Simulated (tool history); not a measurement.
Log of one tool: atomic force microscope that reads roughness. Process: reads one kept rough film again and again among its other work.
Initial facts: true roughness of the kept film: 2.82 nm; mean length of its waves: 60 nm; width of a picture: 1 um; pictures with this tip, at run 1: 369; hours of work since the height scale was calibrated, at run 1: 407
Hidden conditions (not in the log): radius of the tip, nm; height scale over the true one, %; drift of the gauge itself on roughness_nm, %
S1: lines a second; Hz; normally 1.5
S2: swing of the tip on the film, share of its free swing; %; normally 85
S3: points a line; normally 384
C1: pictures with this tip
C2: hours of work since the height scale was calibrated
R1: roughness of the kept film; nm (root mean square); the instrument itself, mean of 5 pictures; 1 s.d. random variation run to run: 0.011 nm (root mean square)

{"run": 1, "hour": 0.0, "S1": 1.5, "S2": 85, "S3": 384, "C1": 369, "C2": 407, "R1": 2.435}
{"hour": 1.3, "done": "new tip fitted"}
{"run": 2, "hour": 11.7, "S1": 1.5, "S2": 85, "S3": 384, "C1": 14, "C2": 414, "R1": 2.551}
{"run": 3, "hour": 19.9, "S1": 1.5, "S2": 85, "S3": 384, "C1": 25, "C2": 419, "R1": 2.532}
{"run": 4, "hour": 33.6, "S1": 1.5, "S2": 85, "S3": 675, "C1": 43, "C2": 428, "R1": 2.533}
{"run": 5, "hour": 51.9, "S1": 1.5, "S2": 67, "S3": 384, "C1": 67, "C2": 440, "R1": 2.633}
{"run": 6, "hour": 59.4, "S1": 2.07, "S2": 85, "S3": 384, "C1": 77, "C2": 445, "R1": 2.472}
{"run": 7, "hour": 71.6, "S1": 2.07, "S2": 85, "S3": 384, "C1": 94, "C2": 452, "R1": 2.439}
{"run": 8, "hour": 85.8, "S1": 1.5, "S2": 73, "S3": 384, "C1": 112, "C2": 461, "R1": 2.581}
{"run": 9, "hour": 93.4, "S1": 1.5, "S2": 73, "S3": 384, "C1": 123, "C2": 466, "R1": 2.574}
{"run": 10, "hour": 101.0, "S1": 1.5, "S2": 73, "S3": 384, "C1": 133, "C2": 471, "R1": 2.591}
{"run": 11, "hour": 116.4, "S1": 1.5, "S2": 73, "S3": 384, "C1": 153, "C2": 481, "R1": 2.556}
{"run": 12, "hour": 129.5, "S1": 1.5, "S2": 73, "S3": 384, "C1": 170, "C2": 489, "R1": 2.565}
{"run": 13, "hour": 137.6, "S1": 1.5, "S2": 73, "S3": 384, "C1": 181, "C2": 494, "R1": 2.567}
{"run": 14, "hour": 154.7, "S1": 1.5, "S2": 73, "S3": 384, "C1": 204, "C2": 505, "R1": 2.56}
{"run": 15, "hour": 171.6, "S1": 1.5, "S2": 85, "S3": 384, "C1": 226, "C2": 516, "R1": 2.446}
{"run": 16, "hour": 189.6, "S1": 1.5, "S2": 85, "S3": 384, "C1": 250, "C2": 527, "R1": 2.468}
{"run": 17, "hour": 202.0, "S1": 1.5, "S2": 85, "S3": 384, "C1": 267, "C2": 535, "R1": 2.455}
{"run": 18, "hour": 215.8, "S1": 1.5, "S2": 85, "S3": 384, "C1": 285, "C2": 544, "R1": 2.462}
{"run": 19, "hour": 230.8, "S1": 1.5, "S2": 73, "S3": 384, "C1": 305, "C2": 554, "R1": 2.52}
{"run": 20, "hour": 247.4, "S1": 1.5, "S2": 73, "S3": 384, "C1": 327, "C2": 564, "R1": 2.508}
{"run": 21, "hour": 264.7, "S1": 1.48, "S2": 73, "S3": 496, "C1": 350, "C2": 575, "R1": 2.537}
{"hour": 280.9, "done": "new tip fitted"}
{"run": 22, "hour": 281.4, "S1": 1.48, "S2": 73, "S3": 496, "C1": 1, "C2": 586, "R1": 2.598}
{"hour": 283.4, "done": "height scale calibrated on a step standard"}
{"run": 23, "hour": 289.9, "S1": 2.95, "S2": 65, "S3": 691, "C1": 11, "C2": 4, "R1": 2.61}
{"run": 24, "hour": 303.4, "S1": 2.95, "S2": 65, "S3": 691, "C1": 29, "C2": 13, "R1": 2.578}
{"hour": 311.1, "done": "height scale calibrated on a step standard, once more"}
{"run": 25, "hour": 313.7, "S1": 0.72, "S2": 59, "S3": 322, "C1": 41, "C2": 2, "R1": 2.677}
{"run": 26, "hour": 322.3, "S1": 0.72, "S2": 59, "S3": 322, "C1": 52, "C2": 7, "R1": 2.684}
{"run": 27, "hour": 335.6, "S1": 0.7, "S2": 85, "S3": 384, "C1": 70, "C2": 16, "R1": 2.638}
{"run": 28, "hour": 349.8, "S1": 0.7, "S2": 85, "S3": 384, "C1": 89, "C2": 25, "R1": 2.599}
{"run": 29, "hour": 362.3, "S1": 1.23, "S2": 66, "S3": 384, "C1": 105, "C2": 33, "R1": 2.652}
{"run": 30, "hour": 372.0, "S1": 2.33, "S2": 73, "S3": 384, "C1": 118, "C2": 39, "R1": 2.533}
{"run": 31, "hour": 382.8, "S1": 0.88, "S2": 56, "S3": 378, "C1": 133, "C2": 46, "R1": 2.677}
{"run": 32, "hour": 391.4, "S1": 0.88, "S2": 83, "S3": 578, "C1": 144, "C2": 51, "R1": 2.584}
{"run": 33, "hour": 404.2, "S1": 0.67, "S2": 85, "S3": 780, "C1": 161, "C2": 59, "R1": 2.598}
{"run": 34, "hour": 414.9, "S1": 1.5, "S2": 68, "S3": 354, "C1": 175, "C2": 66, "R1": 2.595}
{"run": 35, "hour": 422.6, "S1": 1.3, "S2": 77, "S3": 354, "C1": 185, "C2": 71, "R1": 2.554}
{"run": 36, "hour": 435.5, "S1": 3.31, "S2": 80, "S3": 533, "C1": 203, "C2": 79, "R1": 2.378}
{"run": 37, "hour": 447.6, "S1": 3.31, "S2": 80, "S3": 533, "C1": 219, "C2": 87, "R1": 2.386}
{"run": 38, "hour": 465.6, "S1": 3.31, "S2": 80, "S3": 533, "C1": 243, "C2": 98, "R1": 2.365}
{"run": 39, "hour": 475.5, "S1": 0.69, "S2": 69, "S3": 305, "C1": 256, "C2": 105, "R1": 2.599}

Each row is a separate what-if for the run after 39, all from the same tool condition, not one after another. Results?
{"run": "A", "hour": 489.7, "S1": 0.6, "S2": 78, "S3": 324, "C1": 275, "C2": 114, "R1": "?"}
{"run": "B", "hour": 489.7, "S1": 2.86, "S2": 63, "S3": 558, "C1": 275, "C2": 114, "R1": "?"}
{"run": "C", "hour": 489.7, "S1": 1.87, "S2": 56, "S3": 401, "C1": 275, "C2": 114, "R1": "?"}
{"run": "D", "hour": 489.7, "S1": 1.5, "S2": 84, "S3": 302, "C1": 275, "C2": 114, "R1": "?"}

run=A R1=2.595
run=B R1=2.539
run=C R1=2.586
run=D R1=2.472
Take away the tool's hidden state, keep each run's random variation, and the runs would have read:
run=A R1=2.685
run=B R1=2.628
run=C R1=2.676
run=D R1=2.557
